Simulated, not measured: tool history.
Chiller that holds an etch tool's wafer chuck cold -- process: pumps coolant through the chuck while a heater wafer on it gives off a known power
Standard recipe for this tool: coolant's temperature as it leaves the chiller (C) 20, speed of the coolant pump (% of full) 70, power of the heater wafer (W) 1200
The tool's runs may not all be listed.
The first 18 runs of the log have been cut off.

run    hour  coolant's temperature as it leaves the chiller (C)  speed of the coolant pump (% of full)  power of the heater wafer (W)  hours since the coolant was changed and the channels were flushed  hours since the pump was overhauled  hours since the chiller's thermometer was calibrated  chuck's temperature once it has settled (K)  how much warmer the coolant comes back (C)
 19  2013.4                                                  20                                     89                            707                                                               4419                                 4842                                                  1377                                       302.45                                        1.58
 20  2137.8                                                  14                                     70                           1200                                                               4544                                 4966                                                  1501                                       305.55                                        3.52
 21  2242.3                                                  14                                     86                           1199                                                               4648                                 5071                                                  1606                                       303.35                                        2.77
 22  2381.5                                                  13                                     70                           1200                                                               4787                                 5210                                                  1745                                       304.65                                        3.48
 23  2509.1                                                  30                                     67                           1261                                                               4915                                 5337                                                  1872                                       323.05                                        3.83
 24  2630.6                                                  16                                     70                            853                                                               5037                                 5459                                                  1994                                       302.25                                        2.44
 25  2777.2                                                  16                                     67                            853                                                               5183                                 5606                                                  2141                                       302.85                                        2.61
 26  2914.2                                                  16                                     67                            853                                                               5320                                 5743                                                  2278                                       302.95                                        2.62
 27  2998.2                                                  27                                     67                           1642                                                               5404                                 5827                                                  2362                                       326.65                                        5.01
 28  3100.6                                                  11                                     85                           1200                                                               5507                                 5929                                                  2464                                       301.05                                        2.84
 29  3230.7                                                  10                                     77                           1224                                                               5637                                 6059                                                  2594                                       301.35                                        3.24
 30  3331.3                                                  10                                     94                           1224                                                               5737                                 6160                                                  2695                                       299.55                                        2.63
 31  3467.3                                                  20                                     62                           1255                                                               5873                                 6296                                                  2831                                       314.75                                        4.16

5 options for the next run, each taken on its own from the tool as it stands now. Forecast them:
  A  3574.9                                                  27                                     85                           1316                                                               5981                                 6403                                                  2938                                            ?                                           ?
  B  3574.9                                                  10                                     63                           1255                                                               5981                                 6403                                                  2938                                            ?                                           ?
  C  3574.9                                                  13                                     70                            860                                                               5981                                 6403                                                  2938                                            ?                                           ?
  D  3574.9                                                  14                                     76                            811                                                               5981                                 6403                                                  2938                                            ?                                           ?
  E  3574.9                                                  12                                     62                           1420                                                               5981                                 6403                                                  2938                                            ?                                           ?

run  chuck's temperature once it has settled (K)  how much warmer the coolant comes back (C)
  A                                       318.95                                        3.11
  B                                       304.55                                        4.18
  C                                       300.15                                        2.43
  D                                       299.55                                        2.19
  E                                       309.55                                        4.76
What these runs would have given with no unlogged condition in the tool:
run  chuck's temperature once it has settled (K)  how much warmer the coolant comes back (C)
  A                                       315.85                                        2.96
  B                                       301.05                                        3.98
  C                                       297.75                                        2.31
  D                                       297.45                                        2.09
  E                                       305.55                                        4.53
